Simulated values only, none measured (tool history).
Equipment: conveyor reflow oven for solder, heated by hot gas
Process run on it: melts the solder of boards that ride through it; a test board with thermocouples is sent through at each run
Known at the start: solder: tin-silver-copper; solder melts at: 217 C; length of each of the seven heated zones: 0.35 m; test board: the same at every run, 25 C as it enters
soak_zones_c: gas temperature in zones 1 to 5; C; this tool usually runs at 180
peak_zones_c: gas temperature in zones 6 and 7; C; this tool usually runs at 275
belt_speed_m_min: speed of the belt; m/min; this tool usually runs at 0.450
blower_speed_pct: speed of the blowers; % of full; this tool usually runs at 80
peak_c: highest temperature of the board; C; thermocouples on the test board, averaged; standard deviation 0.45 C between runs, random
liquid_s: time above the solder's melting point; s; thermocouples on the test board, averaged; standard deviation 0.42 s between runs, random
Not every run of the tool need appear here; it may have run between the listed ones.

Run 1, day 0.000: usual settings. Result: peak_c 266.0 C, liquid_s 83.8 s.
Run 2, day 0.788: usual settings. Result: peak_c 264.8 C, liquid_s 83.5 s.
Run 3, day 1.946: usual settings but blower_speed_pct 67 % of full. Result: peak_c 262.6 C, liquid_s 81.3 s.
Run 4, day 3.046: usual settings. Result: peak_c 266.4 C, liquid_s 83.6 s.
Run 5, day 3.754: usual settings. Result: peak_c 264.5 C, liquid_s 83.5 s.
Run 6, day 4.483: usual settings. Result: peak_c 265.0 C, liquid_s 83.6 s.
Run 7, day 5.688: usual settings but soak_zones_c 165 C, peak_zones_c 266 C. Result: peak_c 253.9 C, liquid_s 71.1 s.
Run 8, day 6.817: usual settings but soak_zones_c 165 C, peak_zones_c 266 C. Result: peak_c 254.8 C, liquid_s 71.1 s.
Run 9, day 7.708: usual settings but peak_zones_c 273 C, blower_speed_pct 71 % of full. Result: peak_c 261.0 C, liquid_s 81.7 s.
Run 10, day 9.158: usual settings but soak_zones_c 182 C, belt_speed_m_min 0.403 m/min. Result: peak_c 267.2 C, liquid_s 95.8 s.

Here are 4 independent what-if runs from the current tool condition. What would each one return?
Run A, day 10.521: usual settings but soak_zones_c 182 C, peak_zones_c 277 C, belt_speed_m_min 0.403 m/min. Result: peak_c ?, liquid_s ?.
Run B, day 10.521: usual settings but soak_zones_c 182 C, belt_speed_m_min 0.403 m/min, blower_speed_pct 78 % of full. Result: peak_c ?, liquid_s ?.
Run C, day 10.521: usual settings but soak_zones_c 182 C, peak_zones_c 269 C, belt_speed_m_min 0.431 m/min, blower_speed_pct 76 % of full. Result: peak_c ?, liquid_s ?.
Run D, day 10.521: usual settings but soak_zones_c 182 C, peak_zones_c 266 C, belt_speed_m_min 0.439 m/min, blower_speed_pct 58 % of full. Result: peak_c ?, liquid_s ?.

run  peak_c  liquid_s
  A   268.6      98.2
  B   267.2      96.9
  C   259.9      84.8
  D   252.1      77.1
What these runs would have given with no unlogged condition in the tool:
run  peak_c  liquid_s
  A   268.9      96.7
  B   267.5      95.4
  C   260.3      84.0
  D   252.3      76.3

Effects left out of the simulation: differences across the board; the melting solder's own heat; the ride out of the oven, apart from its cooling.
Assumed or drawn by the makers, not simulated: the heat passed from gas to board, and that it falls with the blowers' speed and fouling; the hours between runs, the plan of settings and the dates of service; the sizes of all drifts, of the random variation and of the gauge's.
